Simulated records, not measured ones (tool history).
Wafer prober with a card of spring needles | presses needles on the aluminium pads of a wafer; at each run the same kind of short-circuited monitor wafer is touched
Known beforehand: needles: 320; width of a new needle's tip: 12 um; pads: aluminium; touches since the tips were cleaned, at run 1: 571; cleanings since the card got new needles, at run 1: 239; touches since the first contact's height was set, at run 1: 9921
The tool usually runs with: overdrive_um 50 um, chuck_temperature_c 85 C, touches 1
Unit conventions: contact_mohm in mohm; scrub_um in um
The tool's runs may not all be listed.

run   hour  overdrive_um  chuck_temperature_c  touches  touches since the tips were cleaned  cleanings since the card got new needles  touches since the first contact's height was set  contact_mohm  scrub_um
  1      0            50                   85        1                                  571                                       239                                              9921           207      8.35
       4.2  -- tips cleaned on abrasive film
       9.7  -- tips cleaned on abrasive film
      15.3  -- tips cleaned on abrasive film
      20.8  -- tips cleaned on abrasive film
      27.8  -- tips cleaned on abrasive film
      33.3  -- tips cleaned on abrasive film
      38.9  -- tips cleaned on abrasive film
      44.4  -- tips cleaned on abrasive film
      51.3  -- tips cleaned on abrasive film
      56.9  -- tips cleaned on abrasive film
  2   57.8            50                  112        1                                  297                                       249                                             28473           190      8.19
      63.3  -- tips cleaned on abrasive film
      68.9  -- tips cleaned on abrasive film
      74.4  -- tips cleaned on abrasive film
      81.3  -- tips cleaned on abrasive film
      86.9  -- tips cleaned on abrasive film
      93.8  -- tips cleaned on abrasive film
      99.3  -- tips cleaned on abrasive film
     106.3  -- tips cleaned on abrasive film
     113.2  -- tips cleaned on abrasive film
     118.7  -- tips cleaned on abrasive film
     124.3  -- tips cleaned on abrasive film
     129.8  -- tips cleaned on abrasive film
     135.4  -- tips cleaned on abrasive film
     140.9  -- tips cleaned on abrasive film
     146.5  -- tips cleaned on abrasive film
       152  -- tips cleaned on abrasive film
  3  155.5            50                   85        1                                 1125                                       265                                             59874           237      8.04
     158.3  -- tips cleaned on abrasive film
     165.2  -- tips cleaned on abrasive film
     172.1  -- tips cleaned on abrasive film
     177.7  -- tips cleaned on abrasive film
     183.2  -- tips cleaned on abrasive film
     188.8  -- tips cleaned on abrasive film
     194.3  -- tips cleaned on abrasive film
     199.9  -- tips cleaned on abrasive film
     205.4  -- tips cleaned on abrasive film
     207.1  -- height of the first contact set anew
     211.3  -- tips cleaned on abrasive film
     218.2  -- tips cleaned on abrasive film
     223.7  -- tips cleaned on abrasive film
     229.3  -- tips cleaned on abrasive film
     234.8  -- tips cleaned on abrasive film
     241.7  -- tips cleaned on abrasive film
     247.3  -- tips cleaned on abrasive film
  4  252.5            50                   85        1                                 1716                                       281                                             14628           264      8.34
       254  -- tips cleaned on abrasive film
     259.5  -- tips cleaned on abrasive film
     265.1  -- tips cleaned on abrasive film
     270.6  -- tips cleaned on abrasive film
     276.2  -- tips cleaned on abrasive film
     283.1  -- tips cleaned on abrasive film
     288.7  -- tips cleaned on abrasive film
     294.2  -- tips cleaned on abrasive film
     299.8  -- tips cleaned on abrasive film
     306.7  -- tips cleaned on abrasive film
     313.6  -- tips cleaned on abrasive film
  5  314.7            50                   85        1                                  369                                       292                                             34587           198      8.17
     320.3  -- tips cleaned on abrasive film
     325.8  -- tips cleaned on abrasive film
     331.4  -- tips cleaned on abrasive film
     338.3  -- tips cleaned on abrasive film
     343.8  -- tips cleaned on abrasive film
     350.7  -- tips cleaned on abrasive film
     356.3  -- tips cleaned on abrasive film
     361.8  -- tips cleaned on abrasive film
  6  366.8            50                   85        1                                 1635                                       300                                             51360           274       8.1
     368.3  -- tips cleaned on abrasive film
     373.8  -- tips cleaned on abrasive film
     379.4  -- tips cleaned on abrasive film
     384.9  -- tips cleaned on abrasive film
     391.9  -- tips cleaned on abrasive film
     398.8  -- tips cleaned on abrasive film
     404.3  -- tips cleaned on abrasive film
     409.9  -- tips cleaned on abrasive film
     416.8  -- tips cleaned on abrasive film
     423.7  -- tips cleaned on abrasive film
     430.6  -- tips cleaned on abrasive film
     436.2  -- tips cleaned on abrasive film
     441.7  -- tips cleaned on abrasive film
     444.7  -- height of the first contact set anew
     447.6  -- tips cleaned on abrasive film
     453.1  -- tips cleaned on abrasive film
       460  -- tips cleaned on abrasive film
  7  460.8            50                   85        1                                  257                                       316                                              5154           192       8.4
     466.4  -- tips cleaned on abrasive film
     471.9  -- tips cleaned on abrasive film
     477.5  -- tips cleaned on abrasive film
       483  -- tips cleaned on abrasive film
     488.6  -- tips cleaned on abrasive film
     494.1  -- tips cleaned on abrasive film
       501  -- tips cleaned on abrasive film
     506.6  -- tips cleaned on abrasive film
     512.1  -- tips cleaned on abrasive film
     517.7  -- tips cleaned on abrasive film
     523.2  -- tips cleaned on abrasive film
  8  527.9            58                   85        1                                 1521                                       327                                             26710           244      9.57
     529.3  -- tips cleaned on abrasive film
     534.9  -- tips cleaned on abrasive film
     540.4  -- tips cleaned on abrasive film
       546  -- tips cleaned on abrasive film
     552.9  -- tips cleaned on abrasive film
     558.4  -- tips cleaned on abrasive film
       564  -- tips cleaned on abrasive film
     570.9  -- tips cleaned on abrasive film
     576.5  -- tips cleaned on abrasive film
  9  581.2            58                   85        1                                 1560                                       336                                             43853           247      9.49
     582.7  -- tips cleaned on abrasive film
     589.6  -- tips cleaned on abrasive film
     595.2  -- tips cleaned on abrasive film
     600.7  -- tips cleaned on abrasive film
     606.3  -- tips cleaned on abrasive film
     611.8  -- tips cleaned on abrasive film
     618.7  -- tips cleaned on abrasive film
     625.6  -- tips cleaned on abrasive film
     632.5  -- tips cleaned on abrasive film
     639.5  -- tips cleaned on abrasive film
       645  -- tips cleaned on abrasive film
     650.6  -- tips cleaned on abrasive film
 10  654.2            58                   85        1                                 1198                                       348                                             67313           249      9.38
       657  -- tips cleaned on abrasive film
     662.6  -- tips cleaned on abrasive film
     668.1  -- tips cleaned on abrasive film
     675.1  -- tips cleaned on abrasive film
     680.6  -- tips cleaned on abrasive film
     683.6  -- height of the first contact set anew
     687.8  -- tips cleaned on abrasive film
     694.7  -- tips cleaned on abrasive film
     701.6  -- tips cleaned on abrasive film
     707.2  -- tips cleaned on abrasive film
     712.7  -- tips cleaned on abrasive film
     724.7  -- card fitted with new needles
     731.6  -- tips cleaned on abrasive film
     737.2  -- tips cleaned on abrasive film
     744.1  -- tips cleaned on abrasive film
 11  746.9            58                  101        1                                  905                                         3                                              7138           183      9.72
     749.7  -- tips cleaned on abrasive film
     755.3  -- tips cleaned on abrasive film
     760.8  -- tips cleaned on abrasive film
     766.4  -- tips cleaned on abrasive film
     771.9  -- tips cleaned on abrasive film
     777.5  -- tips cleaned on abrasive film
       783  -- tips cleaned on abrasive film
     789.9  -- tips cleaned on abrasive film
 12  791.1            58                  101        1                                  374                                        11                                             21315           171      9.57
     796.6  -- tips cleaned on abrasive film
     802.2  -- tips cleaned on abrasive film
     807.7  -- tips cleaned on abrasive film
     814.6  -- tips cleaned on abrasive film
     821.5  -- tips cleaned on abrasive film
     827.1  -- tips cleaned on abrasive film
     832.6  -- tips cleaned on abrasive film
     838.2  -- tips cleaned on abrasive film
     845.1  -- tips cleaned on abrasive film
 13  849.6            58                  101        1                                 1475                                        20                                             40154           196       9.5
     851.1  -- tips cleaned on abrasive film
     856.6  -- tips cleaned on abrasive film
     863.5  -- tips cleaned on abrasive film
     870.4  -- tips cleaned on abrasive film
     877.4  -- tips cleaned on abrasive film
     884.3  -- tips cleaned on abrasive film
     889.8  -- tips cleaned on abrasive film
     896.7  -- tips cleaned on abrasive film
     902.3  -- tips cleaned on abrasive film
     907.8  -- tips cleaned on abrasive film
     913.4  -- tips cleaned on abrasive film
     918.9  -- tips cleaned on abrasive film
     925.8  -- tips cleaned on abrasive film
     932.8  -- tips cleaned on abrasive film
 14  933.7            59                  101        1                                  323                                        34                                             67190           175       9.5
     939.3  -- tips cleaned on abrasive film
     944.8  -- tips cleaned on abrasive film
     951.8  -- tips cleaned on abrasive film
     958.7  -- tips cleaned on abrasive film
     963.1  -- height of the first contact set anew
     965.9  -- tips cleaned on abrasive film
     972.8  -- tips cleaned on abrasive film
     978.3  -- tips cleaned on abrasive film
 15  983.6            59                  101        1                                 1720                                        41                                              6618           202       9.9

What if the next run were any one of these 4? Each begins from the tool's condition after run 15:
      985.1  -- tips cleaned on abrasive film
      990.6  -- tips cleaned on abrasive film
      996.2  -- tips cleaned on abrasive film
     1001.7  -- tips cleaned on abrasive film
     1007.3  -- tips cleaned on abrasive film
     1012.8  -- tips cleaned on abrasive film
     1018.4  -- tips cleaned on abrasive film
     1023.9  -- tips cleaned on abrasive film
     1029.5  -- tips cleaned on abrasive film
     1036.4  -- tips cleaned on abrasive film
     1041.9  -- tips cleaned on abrasive film
     1048.8  -- tips cleaned on abrasive film
     1054.4  -- tips cleaned on abrasive film
     1060.9  -- tips cleaned on abrasive film
  A  1060.9            40                  101        1                                    0                                        55                                             31433             ?         ?
      985.1  -- tips cleaned on abrasive film
      990.6  -- tips cleaned on abrasive film
      996.2  -- tips cleaned on abrasive film
     1001.7  -- tips cleaned on abrasive film
     1007.3  -- tips cleaned on abrasive film
     1012.8  -- tips cleaned on abrasive film
     1018.4  -- tips cleaned on abrasive film
     1023.9  -- tips cleaned on abrasive film
     1029.5  -- tips cleaned on abrasive film
     1036.4  -- tips cleaned on abrasive film
     1041.9  -- tips cleaned on abrasive film
     1048.8  -- tips cleaned on abrasive film
     1054.4  -- tips cleaned on abrasive film
     1060.9  -- tips cleaned on abrasive film
  B  1060.9            50                   43        3                                    0                                        55                                             31433             ?         ?
      985.1  -- tips cleaned on abrasive film
      990.6  -- tips cleaned on abrasive film
      996.2  -- tips cleaned on abrasive film
     1001.7  -- tips cleaned on abrasive film
     1007.3  -- tips cleaned on abrasive film
     1012.8  -- tips cleaned on abrasive film
     1018.4  -- tips cleaned on abrasive film
     1023.9  -- tips cleaned on abrasive film
     1029.5  -- tips cleaned on abrasive film
     1036.4  -- tips cleaned on abrasive film
     1041.9  -- tips cleaned on abrasive film
     1048.8  -- tips cleaned on abrasive film
     1054.4  -- tips cleaned on abrasive film
     1060.9  -- tips cleaned on abrasive film
  C  1060.9            58                  101        1                                    0                                        55                                             31433             ?         ?
      985.1  -- tips cleaned on abrasive film
      990.6  -- tips cleaned on abrasive film
      996.2  -- tips cleaned on abrasive film
     1001.7  -- tips cleaned on abrasive film
     1007.3  -- tips cleaned on abrasive film
     1012.8  -- tips cleaned on abrasive film
     1018.4  -- tips cleaned on abrasive film
     1023.9  -- tips cleaned on abrasive film
     1029.5  -- tips cleaned on abrasive film
     1036.4  -- tips cleaned on abrasive film
     1041.9  -- tips cleaned on abrasive film
     1048.8  -- tips cleaned on abrasive film
     1054.4  -- tips cleaned on abrasive film
     1060.9  -- tips cleaned on abrasive film
  D  1060.9            31                   97        2                                    0                                        55                                             31433             ?         ?

run  contact_mohm  scrub_um
  A           169      6.56
  B           149      8.19
  C           160      9.49
  D           175      4.94
Stripped of hidden state, with their random variation kept, the same runs would have yielded:
run  contact_mohm  scrub_um
  A           161      6.78
  B           146      8.41
  C           156      9.72
  D           166      5.16
